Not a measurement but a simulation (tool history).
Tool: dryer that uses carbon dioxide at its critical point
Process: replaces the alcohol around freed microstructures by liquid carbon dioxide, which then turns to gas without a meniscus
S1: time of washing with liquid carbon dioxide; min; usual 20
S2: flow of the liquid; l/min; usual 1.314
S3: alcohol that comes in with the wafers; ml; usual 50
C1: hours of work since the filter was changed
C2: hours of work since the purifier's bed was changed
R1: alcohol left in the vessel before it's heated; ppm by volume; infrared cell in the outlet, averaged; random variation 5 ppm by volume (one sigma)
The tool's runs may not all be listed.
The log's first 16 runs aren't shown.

{"run": 17, "hour": 578.0, "S1": 20, "S2": 1.314, "S3": 50, "C1": 443, "C2": 423, "R1": 110}
{"hour": 605.3, "done": "inlet filter changed"}
{"run": 18, "hour": 609.0, "S1": 20, "S2": 1.314, "S3": 50, "C1": 1, "C2": 435, "R1": 68}
{"run": 19, "hour": 642.1, "S1": 20, "S2": 1.314, "S3": 50, "C1": 14, "C2": 448, "R1": 69}
{"run": 20, "hour": 695.5, "S1": 20, "S2": 1.314, "S3": 59, "C1": 35, "C2": 469, "R1": 83}
{"run": 21, "hour": 722.8, "S1": 20, "S2": 1.314, "S3": 59, "C1": 46, "C2": 480, "R1": 79}
{"run": 22, "hour": 755.9, "S1": 20, "S2": 1.314, "S3": 59, "C1": 59, "C2": 492, "R1": 89}
{"run": 23, "hour": 782.0, "S1": 20, "S2": 1.314, "S3": 59, "C1": 69, "C2": 503, "R1": 82}
{"run": 24, "hour": 812.1, "S1": 20, "S2": 1.314, "S3": 59, "C1": 81, "C2": 514, "R1": 93}
{"run": 25, "hour": 838.3, "S1": 21, "S2": 0.92, "S3": 33, "C1": 91, "C2": 525, "R1": 171}
{"run": 26, "hour": 861.7, "S1": 20, "S2": 1.314, "S3": 20, "C1": 100, "C2": 534, "R1": 43}
{"run": 27, "hour": 901.8, "S1": 31, "S2": 1.87, "S3": 72, "C1": 116, "C2": 549, "R1": 35}
{"run": 28, "hour": 954.1, "S1": 15, "S2": 1.21, "S3": 34, "C1": 136, "C2": 570, "R1": 222}
{"run": 29, "hour": 977.2, "S1": 26, "S2": 1.04, "S3": 21, "C1": 145, "C2": 579, "R1": 55}
{"run": 30, "hour": 1015.2, "S1": 26, "S2": 1.04, "S3": 30, "C1": 160, "C2": 594, "R1": 60}
{"run": 31, "hour": 1067.2, "S1": 17, "S2": 1.4, "S3": 77, "C1": 180, "C2": 614, "R1": 179}

Forecast run 32:
{"run": 32, "hour": 1100.4, "S1": 17, "S2": 1.4, "S3": 77, "C1": 193, "C2": 627, "R1": "?"}

{"run 32": {"R1": 181}}
Without the tool's hidden state the same run would have given R1 111 ppm by volume.
